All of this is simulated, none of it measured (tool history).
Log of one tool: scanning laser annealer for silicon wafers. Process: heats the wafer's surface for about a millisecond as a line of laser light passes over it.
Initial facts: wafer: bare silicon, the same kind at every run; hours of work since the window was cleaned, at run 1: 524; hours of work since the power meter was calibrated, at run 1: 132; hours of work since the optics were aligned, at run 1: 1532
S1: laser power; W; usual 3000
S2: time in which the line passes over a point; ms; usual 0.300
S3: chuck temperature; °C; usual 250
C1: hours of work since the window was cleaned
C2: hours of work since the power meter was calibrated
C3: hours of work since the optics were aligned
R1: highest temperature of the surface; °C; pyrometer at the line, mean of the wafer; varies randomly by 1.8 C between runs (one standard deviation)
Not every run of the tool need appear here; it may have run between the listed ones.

{"run": 1, "day": 0.0, "S1": 3000, "S2": 0.3, "S3": 250, "C1": 524, "C2": 132, "C3": 1532, "R1": 941}
{"run": 2, "day": 3.179, "S1": 3000, "S2": 0.3, "S3": 250, "C1": 580, "C2": 188, "C3": 1588, "R1": 939}
{"day": 5.421, "done": "window over the wafer cleaned"}
{"run": 3, "day": 5.921, "S1": 3000, "S2": 0.3, "S3": 250, "C1": 9, "C2": 235, "C3": 1634, "R1": 982}
{"run": 4, "day": 9.225, "S1": 2998, "S2": 0.3, "S3": 250, "C1": 67, "C2": 293, "C3": 1692, "R1": 977}
{"run": 5, "day": 11.396, "S1": 3029, "S2": 0.3, "S3": 250, "C1": 105, "C2": 331, "C3": 1731, "R1": 979}
{"run": 6, "day": 13.525, "S1": 3000, "S2": 0.3, "S3": 250, "C1": 142, "C2": 368, "C3": 1768, "R1": 970}
{"run": 7, "day": 14.921, "S1": 3000, "S2": 0.3, "S3": 250, "C1": 167, "C2": 393, "C3": 1792, "R1": 968}
{"run": 8, "day": 17.404, "S1": 3000, "S2": 0.3, "S3": 250, "C1": 210, "C2": 436, "C3": 1836, "R1": 962}
{"run": 9, "day": 19.358, "S1": 3000, "S2": 0.3, "S3": 250, "C1": 245, "C2": 471, "C3": 1870, "R1": 961}
{"day": 22.442, "done": "optics aligned, line set to its width"}
{"run": 10, "day": 22.442, "S1": 3000, "S2": 0.3, "S3": 250, "C1": 295, "C2": 521, "C3": 0, "R1": 954}
{"run": 11, "day": 24.046, "S1": 3000, "S2": 0.3, "S3": 250, "C1": 324, "C2": 549, "C3": 28, "R1": 951}
{"run": 12, "day": 26.492, "S1": 3000, "S2": 0.3, "S3": 274, "C1": 367, "C2": 592, "C3": 71, "R1": 973}
{"day": 28.933, "done": "optics aligned, line set to its width, once more"}
{"run": 13, "day": 29.179, "S1": 3000, "S2": 0.3, "S3": 250, "C1": 410, "C2": 636, "C3": 4, "R1": 955}
{"run": 14, "day": 31.021, "S1": 3000, "S2": 0.3, "S3": 250, "C1": 442, "C2": 668, "C3": 37, "R1": 952}
{"run": 15, "day": 34.008, "S1": 3268, "S2": 0.3, "S3": 250, "C1": 495, "C2": 721, "C3": 89, "R1": 1022}
{"run": 16, "day": 35.658, "S1": 3268, "S2": 0.224, "S3": 212, "C1": 524, "C2": 750, "C3": 118, "R1": 888}
{"run": 17, "day": 38.308, "S1": 3000, "S2": 0.284, "S3": 258, "C1": 570, "C2": 796, "C3": 165, "R1": 937}
{"day": 40.946, "done": "window over the wafer cleaned"}
{"run": 18, "day": 41.433, "S1": 3000, "S2": 0.284, "S3": 258, "C1": 9, "C2": 850, "C3": 218, "R1": 970}
{"run": 19, "day": 44.633, "S1": 3000, "S2": 0.284, "S3": 258, "C1": 65, "C2": 906, "C3": 274, "R1": 963}
{"run": 20, "day": 46.467, "S1": 3000, "S2": 0.284, "S3": 258, "C1": 97, "C2": 938, "C3": 307, "R1": 960}
{"run": 21, "day": 49.442, "S1": 3264, "S2": 0.217, "S3": 231, "C1": 149, "C2": 990, "C3": 359, "R1": 916}
{"run": 22, "day": 51.262, "S1": 3264, "S2": 0.217, "S3": 231, "C1": 181, "C2": 1022, "C3": 391, "R1": 918}
{"run": 23, "day": 53.958, "S1": 2847, "S2": 0.255, "S3": 250, "C1": 229, "C2": 1070, "C3": 438, "R1": 872}
{"run": 24, "day": 56.525, "S1": 3000, "S2": 0.244, "S3": 285, "C1": 274, "C2": 1115, "C3": 483, "R1": 931}
{"run": 25, "day": 58.325, "S1": 2715, "S2": 0.373, "S3": 285, "C1": 305, "C2": 1146, "C3": 515, "R1": 974}
{"run": 26, "day": 61.55, "S1": 3291, "S2": 0.218, "S3": 286, "C1": 362, "C2": 1203, "C3": 572, "R1": 966}
{"run": 27, "day": 64.004, "S1": 3291, "S2": 0.218, "S3": 286, "C1": 405, "C2": 1246, "C3": 615, "R1": 963}
{"run": 28, "day": 66.592, "S1": 3291, "S2": 0.218, "S3": 286, "C1": 450, "C2": 1292, "C3": 660, "R1": 962}
{"run": 29, "day": 69.192, "S1": 3245, "S2": 0.328, "S3": 215, "C1": 496, "C2": 1337, "C3": 706, "R1": 1009}

Each run again, without the hidden state but with its own random variation kept:
Hidden conditions of the tool in this case: light that passes the window, % of a clean one's; laser's true power over the reading, %; width of the line over the set one, %; drift of the gauge itself on peak_c, C.
run=1 R1=989
run=2 R1=992
run=3 R1=995
run=4 R1=994
run=5 R1=1000
run=6 R1=993
run=7 R1=993
run=8 R1=990
run=9 R1=992
run=10 R1=991
run=11 R1=990
run=12 R1=1015
run=13 R1=992
run=14 R1=992
run=15 R1=1071
run=16 R1=933
run=17 R1=986
run=18 R1=981
run=19 R1=978
run=20 R1=977
run=21 R1=937
run=22 R1=942
run=23 R1=897
run=24 R1=959
run=25 R1=1008
run=26 R1=1003
run=27 R1=1004
run=28 R1=1006
run=29 R1=1065

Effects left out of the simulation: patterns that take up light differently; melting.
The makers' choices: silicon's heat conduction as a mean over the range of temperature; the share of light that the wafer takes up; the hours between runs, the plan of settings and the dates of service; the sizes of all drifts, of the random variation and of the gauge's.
